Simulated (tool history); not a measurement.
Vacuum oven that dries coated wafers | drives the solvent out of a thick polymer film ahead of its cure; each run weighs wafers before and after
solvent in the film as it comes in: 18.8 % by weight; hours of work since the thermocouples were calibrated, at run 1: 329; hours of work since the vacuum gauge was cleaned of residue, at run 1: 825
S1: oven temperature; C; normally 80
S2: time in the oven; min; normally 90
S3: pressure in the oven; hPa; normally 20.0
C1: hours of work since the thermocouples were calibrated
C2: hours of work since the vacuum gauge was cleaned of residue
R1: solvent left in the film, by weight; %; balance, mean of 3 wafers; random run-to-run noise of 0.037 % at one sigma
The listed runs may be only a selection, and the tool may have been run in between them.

run	hour	S1	S2	S3	C1	C2	R1
1	0.0	80	90	20.0	329	825	1.67
2	77.8	80	90	20.0	363	859	1.67
3	138.1	80	90	20.0	389	885	1.73
4	230.3	80	90	20.0	430	926	1.69
5	295.3	80	90	20.0	458	954	1.66
6	381.9	80	72	19.7	496	992	2.43
7	469.4	80	72	19.7	534	1030	2.49
8	514.3	80	72	28.1	554	1050	2.67
9	562.7	66	90	70.9	575	1071	8.29
10	637.3	66	90	70.9	607	1103	8.26

Predict each of these 4 candidate next runs independently; none follows another, all start after run 10:
A	713.8	83	101	20.0	641	1137	?
B	713.8	80	90	13.7	641	1137	?
C	713.8	87	72	11.9	641	1137	?
D	713.8	66	153	51.0	641	1137	?

run	R1
A	0.79
B	1.54
C	0.75
D	5.06
Stripped of hidden state, with their random variation kept, the same runs would have yielded:
run	R1
A	0.79
B	1.53
C	0.74
D	5.04
